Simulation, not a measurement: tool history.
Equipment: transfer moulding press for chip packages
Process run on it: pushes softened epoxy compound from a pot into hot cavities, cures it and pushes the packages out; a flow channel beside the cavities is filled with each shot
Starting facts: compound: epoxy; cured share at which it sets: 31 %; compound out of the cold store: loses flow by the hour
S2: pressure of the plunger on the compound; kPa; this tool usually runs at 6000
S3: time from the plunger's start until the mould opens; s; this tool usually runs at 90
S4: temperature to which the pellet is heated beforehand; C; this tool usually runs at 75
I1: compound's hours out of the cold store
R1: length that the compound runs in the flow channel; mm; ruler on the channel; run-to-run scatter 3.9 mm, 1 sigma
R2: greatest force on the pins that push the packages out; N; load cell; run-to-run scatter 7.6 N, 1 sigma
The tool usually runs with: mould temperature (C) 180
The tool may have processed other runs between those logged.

{"run": 1, "day": 0.0, "mould temperature (C)": 180, "S2": 6000, "S3": 90, "S4": 75, "I1": 19.0, "R1": 588, "R2": 337}
{"day": 0.579, "done": "plunger's sealing rings changed"}
{"run": 2, "day": 0.962, "mould temperature (C)": 180, "S2": 6000, "S3": 90, "S4": 75, "I1": 38.4, "R1": 551, "R2": 328}
{"day": 1.883, "done": "cavities cleaned with cleaning compound and waxed"}
{"run": 3, "day": 2.4, "mould temperature (C)": 180, "S2": 6000, "S3": 90, "S4": 75, "I1": 44.1, "R1": 550, "R2": 334}
{"run": 4, "day": 3.512, "mould temperature (C)": 180, "S2": 6000, "S3": 90, "S4": 75, "I1": 40.3, "R1": 558, "R2": 334}
{"run": 5, "day": 4.296, "mould temperature (C)": 180, "S2": 6000, "S3": 90, "S4": 75, "I1": 20.8, "R1": 586, "R2": 323}
{"run": 6, "day": 5.817, "mould temperature (C)": 180, "S2": 6000, "S3": 90, "S4": 75, "I1": 18.0, "R1": 591, "R2": 352}
{"day": 6.292, "done": "cavities cleaned with cleaning compound and waxed"}
{"run": 7, "day": 7.792, "mould temperature (C)": 180, "S2": 6000, "S3": 90, "S4": 75, "I1": 31.5, "R1": 570, "R2": 331}
{"run": 8, "day": 8.625, "mould temperature (C)": 180, "S2": 6000, "S3": 90, "S4": 75, "I1": 29.8, "R1": 566, "R2": 325}
{"run": 9, "day": 9.846, "mould temperature (C)": 180, "S2": 6000, "S3": 90, "S4": 75, "I1": 15.6, "R1": 605, "R2": 343}
{"day": 10.583, "done": "cavities cleaned with cleaning compound and waxed"}
{"run": 10, "day": 10.825, "mould temperature (C)": 180, "S2": 6000, "S3": 90, "S4": 75, "I1": 47.8, "R1": 541, "R2": 331}
{"run": 11, "day": 11.912, "mould temperature (C)": 172, "S2": 6000, "S3": 90, "S4": 70, "I1": 9.0, "R1": 630, "R2": 580}
{"run": 12, "day": 13.421, "mould temperature (C)": 172, "S2": 6000, "S3": 90, "S4": 70, "I1": 25.1, "R1": 602, "R2": 554}
{"day": 14.979, "done": "cavities cleaned with cleaning compound and waxed"}
{"run": 13, "day": 14.979, "mould temperature (C)": 172, "S2": 6000, "S3": 90, "S4": 70, "I1": 22.5, "R1": 600, "R2": 588}
{"run": 14, "day": 16.654, "mould temperature (C)": 172, "S2": 6000, "S3": 90, "S4": 70, "I1": 9.5, "R1": 629, "R2": 595}
{"run": 15, "day": 17.979, "mould temperature (C)": 172, "S2": 6000, "S3": 90, "S4": 70, "I1": 42.3, "R1": 568, "R2": 566}
{"day": 18.642, "done": "plunger's sealing rings changed"}
{"day": 18.929, "done": "mould's thermocouples calibrated"}
{"day": 19.496, "done": "cavities cleaned with cleaning compound and waxed"}
{"run": 16, "day": 19.583, "mould temperature (C)": 182, "S2": 6340, "S3": 77, "S4": 68, "I1": 10.9, "R1": 618, "R2": 404}
{"run": 17, "day": 20.721, "mould temperature (C)": 182, "S2": 6340, "S3": 77, "S4": 68, "I1": 21.0, "R1": 596, "R2": 406}
{"run": 18, "day": 21.8, "mould temperature (C)": 174, "S2": 6080, "S3": 109, "S4": 73, "I1": 47.4, "R1": 565, "R2": 322}
{"run": 19, "day": 23.358, "mould temperature (C)": 180, "S2": 6000, "S3": 76, "S4": 75, "I1": 12.0, "R1": 599, "R2": 470}
{"day": 23.883, "done": "cavities cleaned with cleaning compound and waxed"}
{"run": 20, "day": 24.354, "mould temperature (C)": 180, "S2": 6000, "S3": 76, "S4": 75, "I1": 15.3, "R1": 600, "R2": 471}

Consider 4 possible next runs. They are alternatives, not a sequence: every one starts from the tool as it was left by run 20. What does each give?
{"run": "A", "day": 26.133, "mould temperature (C)": 182, "S2": 6000, "S3": 90, "S4": 68, "I1": 35.1, "R1": "?", "R2": "?"}
{"run": "B", "day": 26.133, "mould temperature (C)": 187, "S2": 6000, "S3": 72, "S4": 68, "I1": 8.2, "R1": "?", "R2": "?"}
{"run": "C", "day": 26.133, "mould temperature (C)": 180, "S2": 6000, "S3": 124, "S4": 75, "I1": 9.2, "R1": "?", "R2": "?"}
{"run": "D", "day": 26.133, "mould temperature (C)": 180, "S2": 6000, "S3": 90, "S4": 75, "I1": 32.9, "R1": "?", "R2": "?"}

run=A R1=559 R2=292
run=B R1=590 R2=368
run=C R1=616 R2=279
run=D R1=573 R2=328
Stripped of hidden state, with their random variation kept, the same runs would have yielded:
run=A R1=559 R2=291
run=B R1=590 R2=366
run=C R1=616 R2=277
run=D R1=573 R2=326
